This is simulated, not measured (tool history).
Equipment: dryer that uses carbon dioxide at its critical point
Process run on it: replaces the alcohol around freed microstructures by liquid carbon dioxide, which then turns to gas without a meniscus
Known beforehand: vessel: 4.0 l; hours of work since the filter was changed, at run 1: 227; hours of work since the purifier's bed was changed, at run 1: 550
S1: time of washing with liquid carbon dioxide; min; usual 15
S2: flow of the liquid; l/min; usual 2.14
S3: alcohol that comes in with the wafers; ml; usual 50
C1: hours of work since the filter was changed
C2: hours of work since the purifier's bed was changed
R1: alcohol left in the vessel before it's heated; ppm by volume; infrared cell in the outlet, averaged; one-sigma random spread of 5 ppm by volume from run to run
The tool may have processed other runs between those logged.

{"run": 1, "day": 0.0, "S1": 15, "S2": 2.14, "S3": 50, "C1": 227, "C2": 550, "R1": 140}
{"run": 2, "day": 0.942, "S1": 15, "S2": 2.14, "S3": 50, "C1": 243, "C2": 565, "R1": 133}
{"run": 3, "day": 1.554, "S1": 15, "S2": 2.14, "S3": 92, "C1": 252, "C2": 575, "R1": 167}
{"run": 4, "day": 2.021, "S1": 15, "S2": 2.14, "S3": 92, "C1": 260, "C2": 582, "R1": 171}
{"day": 2.846, "done": "inlet filter changed"}
{"run": 5, "day": 2.846, "S1": 15, "S2": 2.14, "S3": 92, "C1": 0, "C2": 595, "R1": 139}
{"run": 6, "day": 3.317, "S1": 15, "S2": 2.14, "S3": 92, "C1": 8, "C2": 602, "R1": 138}
{"run": 7, "day": 4.029, "S1": 15, "S2": 2.14, "S3": 92, "C1": 19, "C2": 614, "R1": 150}
{"run": 8, "day": 4.45, "S1": 16, "S2": 1.91, "S3": 22, "C1": 26, "C2": 621, "R1": 120}
{"run": 9, "day": 5.079, "S1": 16, "S2": 1.91, "S3": 22, "C1": 36, "C2": 631, "R1": 131}
{"run": 10, "day": 5.775, "S1": 14, "S2": 1.91, "S3": 66, "C1": 47, "C2": 642, "R1": 182}
{"run": 11, "day": 6.358, "S1": 14, "S2": 1.91, "S3": 66, "C1": 56, "C2": 651, "R1": 194}
{"run": 12, "day": 7.208, "S1": 12, "S2": 2.34, "S3": 107, "C1": 70, "C2": 665, "R1": 211}
{"run": 13, "day": 8.192, "S1": 12, "S2": 2.34, "S3": 107, "C1": 86, "C2": 681, "R1": 224}

Below, some changes in R1 between adjacent runs. For each, the amount present without the hidden state too (settings, incoming material, random variation) and the amount remaining for the hidden state with gauge scatter not shared by both compared results:
Hidden state present: flow that reaches the vessel past the clogged filter, %; alcohol in the recycled carbon dioxide, ppm; drift of the gauge itself on alcohol_ppm, %.
Run 4 -> 5: inlet filter changed. R1 -32 ppm by volume: hidden state -29, all else -3.
Run 9 -> 10: S1 16 -> 14, S3 22 -> 66. R1 +51 ppm by volume: hidden state +6, all else +45.
